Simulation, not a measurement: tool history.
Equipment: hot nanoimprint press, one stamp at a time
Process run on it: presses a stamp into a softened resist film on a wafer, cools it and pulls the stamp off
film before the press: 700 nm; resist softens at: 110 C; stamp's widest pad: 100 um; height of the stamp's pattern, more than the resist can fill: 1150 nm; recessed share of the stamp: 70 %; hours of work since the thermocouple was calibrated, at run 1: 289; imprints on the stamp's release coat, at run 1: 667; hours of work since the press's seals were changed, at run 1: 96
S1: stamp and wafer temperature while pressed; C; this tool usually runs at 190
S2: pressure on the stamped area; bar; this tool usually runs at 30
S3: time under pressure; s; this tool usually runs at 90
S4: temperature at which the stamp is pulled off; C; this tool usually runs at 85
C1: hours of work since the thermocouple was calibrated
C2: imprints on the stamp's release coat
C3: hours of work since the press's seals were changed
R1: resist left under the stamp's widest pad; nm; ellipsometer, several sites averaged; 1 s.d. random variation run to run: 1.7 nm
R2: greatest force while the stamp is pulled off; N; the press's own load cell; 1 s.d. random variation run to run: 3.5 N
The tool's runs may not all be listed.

| run | hour | S1 | S2 | S3 | S4 | C1 | C2 | C3 | R1 | R2 |
|---|---|---|---|---|---|---|---|---|---|---|
| 1 | 0 | 190 | 30 | 90 | 85 | 289 | 667 | 96 | 333.2 | 214 |
|  | 6.2 | plate thermocouple calibrated |
| 2 | 10.1 | 190 | 30 | 90 | 91 | 2 | 694 | 100 | 329.7 | 177 |
| 3 | 15.5 | 190 | 25.8 | 90 | 85 | 5 | 714 | 103 | 356.1 | 198 |
| 4 | 25.1 | 190 | 40.7 | 90 | 85 | 10 | 750 | 108 | 276.3 | 198 |
| 5 | 31.5 | 190 | 40.7 | 90 | 85 | 14 | 773 | 112 | 276.6 | 211 |
| 6 | 37.1 | 190 | 30 | 90 | 88 | 17 | 794 | 115 | 331.7 | 201 |
| 7 | 41.3 | 186 | 30 | 90 | 85 | 19 | 810 | 117 | 381.3 | 212 |
| 8 | 46.7 | 186 | 30 | 90 | 85 | 22 | 830 | 120 | 380.5 | 212 |
| 9 | 51.1 | 186 | 30 | 90 | 71 | 24 | 846 | 122 | 377.2 | 258 |
| 10 | 59.5 | 181 | 30 | 90 | 85 | 29 | 877 | 127 | 447.7 | 209 |
|  | 63.2 | plate thermocouple calibrated, once more |
| 11 | 72.4 | 181 | 30 | 90 | 85 | 5 | 914 | 132 | 479 | 221 |
| 12 | 78.8 | 181 | 30 | 90 | 85 | 8 | 938 | 135 | 475.5 | 216 |
| 13 | 84.4 | 190 | 30 | 98 | 85 | 11 | 959 | 138 | 334.4 | 218 |
| 14 | 89.5 | 190 | 30 | 98 | 85 | 14 | 978 | 141 | 337.8 | 229 |
| 15 | 95.6 | 190 | 30 | 98 | 85 | 17 | 1001 | 144 | 340.1 | 221 |
| 16 | 100.5 | 190 | 25.1 | 144 | 85 | 20 | 1019 | 147 | 331.8 | 227 |
| 17 | 104.6 | 180 | 22.1 | 90 | 85 | 22 | 1034 | 149 | 544.3 | 232 |
| 18 | 111.2 | 190 | 30 | 90 | 93 | 26 | 1058 | 153 | 347.7 | 192 |
| 19 | 119.8 | 190 | 30 | 90 | 93 | 30 | 1090 | 157 | 348.3 | 192 |
| 20 | 125.6 | 190 | 30 | 90 | 93 | 33 | 1112 | 160 | 346.3 | 186 |
| 21 | 134.5 | 190 | 30 | 90 | 93 | 38 | 1145 | 165 | 346.6 | 195 |
| 22 | 139 | 190 | 30 | 140 | 85 | 41 | 1162 | 168 | 301.9 | 234 |
| 23 | 147.6 | 190 | 30 | 140 | 85 | 45 | 1194 | 172 | 300.4 | 231 |
|  | 160.8 | stamp cleaned and given a new release coat |
| 24 | 163.5 | 190 | 30 | 140 | 85 | 51 | 10 | 177 | 301.4 | 166 |
| 25 | 171.7 | 190 | 27.9 | 90 | 93 | 55 | 41 | 182 | 363.2 | 145 |
| 26 | 177.8 | 192 | 30 | 152 | 85 | 58 | 64 | 185 | 271.3 | 177 |
| 27 | 187 | 192 | 30 | 152 | 85 | 63 | 98 | 190 | 269.9 | 175 |
| 28 | 195.1 | 186 | 30 | 154 | 85 | 67 | 128 | 194 | 338.9 | 170 |
| 29 | 200.4 | 182 | 34 | 86 | 89 | 70 | 147 | 197 | 438.9 | 158 |
| 30 | 209.9 | 190 | 30 | 87 | 90 | 75 | 183 | 202 | 348.1 | 163 |

Below are 4 alternative next runs, each starting from the tool's condition after run 30. Predict each:
| A | 216.2 | 189 | 30 | 107 | 75 | 79 | 206 | 206 | ? | ? |
| B | 216.2 | 190 | 28 | 77 | 85 | 79 | 206 | 206 | ? | ? |
| C | 216.2 | 190 | 25 | 135 | 85 | 79 | 206 | 206 | ? | ? |
| D | 216.2 | 190 | 41.3 | 90 | 85 | 79 | 206 | 206 | ? | ? |

| run | R1 | R2 |
|---|---|---|
| A | 336.4 | 221 |
| B | 372.7 | 181 |
| C | 335.1 | 182 |
| D | 288.5 | 180 |
Without the tool's unlogged condition, the same runs would have read:
| run | R1 | R2 |
|---|---|---|
| A | 336.1 | 208 |
| B | 372.6 | 171 |
| C | 335.3 | 172 |
| D | 287.1 | 170 |
